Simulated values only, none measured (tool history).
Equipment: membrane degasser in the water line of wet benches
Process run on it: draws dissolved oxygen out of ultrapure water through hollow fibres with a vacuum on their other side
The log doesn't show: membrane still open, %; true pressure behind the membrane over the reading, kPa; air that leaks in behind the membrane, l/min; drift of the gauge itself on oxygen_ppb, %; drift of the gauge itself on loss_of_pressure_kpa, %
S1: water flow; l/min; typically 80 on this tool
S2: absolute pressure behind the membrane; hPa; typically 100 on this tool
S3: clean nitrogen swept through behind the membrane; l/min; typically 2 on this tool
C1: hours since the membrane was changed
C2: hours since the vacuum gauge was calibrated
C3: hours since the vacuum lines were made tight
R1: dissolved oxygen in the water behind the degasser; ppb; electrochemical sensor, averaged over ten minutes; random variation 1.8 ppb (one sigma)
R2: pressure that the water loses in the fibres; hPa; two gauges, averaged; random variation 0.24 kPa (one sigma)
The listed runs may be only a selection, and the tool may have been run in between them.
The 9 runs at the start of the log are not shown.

run,hour,S1,S2,S3,C1,C2,C3,R1,R2
10,2612.7,80,100,2,9971,3161,4022,529.5,613.1
11,2953.1,80,100,2,10311,3501,4362,527.5,617.1
12,3211.2,80,100,2,10569,3759,4621,531.3,614.5
# hour 3255.1: vacuum gauge calibrated
13,3521,80,174,2,10878,266,4930,1036.1,613.3
14,3877.2,80,100,2,11235,622,5286,527.9,613.5
15,4056.8,80,100,2,11414,802,5466,531.4,616
16,4278.7,80,100,2,11636,1024,5688,532.1,617.1
17,4497.9,80,100,2,11855,1243,5907,531.2,615.2
18,4787.9,123,177,1.67,12145,1533,6197,1600,948.6
# hour 4939: seals of the vacuum lines changed
19,4943.3,78,136,0.83,12299,1686,4,1389.6,597.5
20,5183,78,136,0.83,12538,1926,244,1391.9,599.9
21,5531.4,78,136,0.83,12887,2274,592,1384.1,601.5
22,5702.5,80,113,1.38,13058,2445,764,816.5,620.1
23,5938.2,80,113,1.38,13294,2681,999,819.2,622.3
24,6162,80,113,1.38,13517,2905,1223,817.6,613.8
25,6471,80,113,1.38,13826,3214,1532,816.1,615.9
26,6760.3,53,113,1.62,14116,3503,1821,530.8,404.4
27,7026.2,53,238,2.66,14382,3769,2087,845,409.2
# hour 7058.1: vacuum gauge calibrated
28,7295.8,53,238,0.8,14651,238,2356,1995.1,406.2
29,7483.2,97,100,2.22,14838,425,2544,579.2,744.9
30,7827.8,104,100,2,15183,770,2888,664.6,804
31,8084.9,68,243,1.65,15440,1027,3145,1490.9,522.4

Alternative continuations, all from the tool just after run 31; predict every row:
A,8336,68,243,1.03,15691,1278,3396,?,?
B,8336,91,100,2,15691,1278,3396,?,?
C,8336,68,195,1.65,15691,1278,3396,?,?
D,8336,57,98,1.75,15691,1278,3396,?,?
E,8336,51,100,2,15691,1278,3396,?,?

run,R1,R2
A,2031.4,525.5
B,596.3,700.5
C,1204.1,519.6
D,436.5,438.7
E,367.9,396.6
With the hidden condition removed and each run's random variation left untouched, the same runs would have given:
run,R1,R2
A,1998.8,524.4
B,586.6,699.1
C,1184.6,518.5
D,429.5,437.9
E,361.9,395.8
